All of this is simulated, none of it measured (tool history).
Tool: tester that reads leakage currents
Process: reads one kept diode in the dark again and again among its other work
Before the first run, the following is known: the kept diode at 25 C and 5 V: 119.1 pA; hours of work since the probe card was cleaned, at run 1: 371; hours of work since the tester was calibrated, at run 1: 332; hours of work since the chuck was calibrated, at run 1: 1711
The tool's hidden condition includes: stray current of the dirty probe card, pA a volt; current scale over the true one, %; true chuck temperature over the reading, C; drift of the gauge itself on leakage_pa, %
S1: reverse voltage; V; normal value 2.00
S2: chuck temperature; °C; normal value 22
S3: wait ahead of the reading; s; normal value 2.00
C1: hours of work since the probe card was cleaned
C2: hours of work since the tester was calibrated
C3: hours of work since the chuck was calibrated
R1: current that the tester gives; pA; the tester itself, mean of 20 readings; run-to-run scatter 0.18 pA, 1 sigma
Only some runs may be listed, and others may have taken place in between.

run,hour,S1,S2,S3,C1,C2,C3,R1
1,0.0,2.00,22,2.00,371,332,1711,53.23
2,37.6,2.00,22,2.00,396,357,1735,53.42
3,54.7,2.00,22,2.00,407,368,1746,52.99
4,80.5,2.00,22,2.00,424,385,1763,53.07
5,97.1,2.00,22,2.00,435,395,1774,52.96
6,116.8,2.00,22,2.00,448,408,1787,53.17
7,132.5,2.00,22,2.00,458,419,1797,53.24
8,152.6,2.00,22,2.00,471,432,1810,53.22
9,190.8,2.00,22,2.00,496,456,1835,52.97
10,208.7,2.00,22,2.00,507,468,1846,53.04
11,236.4,2.00,22,8.47,525,486,1865,52.49
12,274.5,6.81,22,2.00,550,511,1889,102.01
# hour 288.7: chuck's temperature calibrated
13,312.8,6.81,22,2.00,574,535,16,114.81
14,344.0,17.17,22,2.00,594,555,36,189.66
15,371.5,2.00,22,2.00,612,573,54,59.74
16,394.5,2.00,22,2.00,627,588,69,59.65
17,433.1,2.00,22,2.00,652,613,94,59.91
18,462.8,2.00,22,2.00,672,632,113,59.41
19,480.5,2.00,22,2.00,683,644,125,59.85
20,512.5,2.00,22,0.44,704,665,146,60.47

Run 21 has not been measured yet. What should we expect?
21,546.0,2.00,22,0.44,726,687,168,?

Run 21 produced R1 60.13 pA.
With the hidden condition absent and the run-to-run variation left alone, this run would have shown R1 59.79 pA.

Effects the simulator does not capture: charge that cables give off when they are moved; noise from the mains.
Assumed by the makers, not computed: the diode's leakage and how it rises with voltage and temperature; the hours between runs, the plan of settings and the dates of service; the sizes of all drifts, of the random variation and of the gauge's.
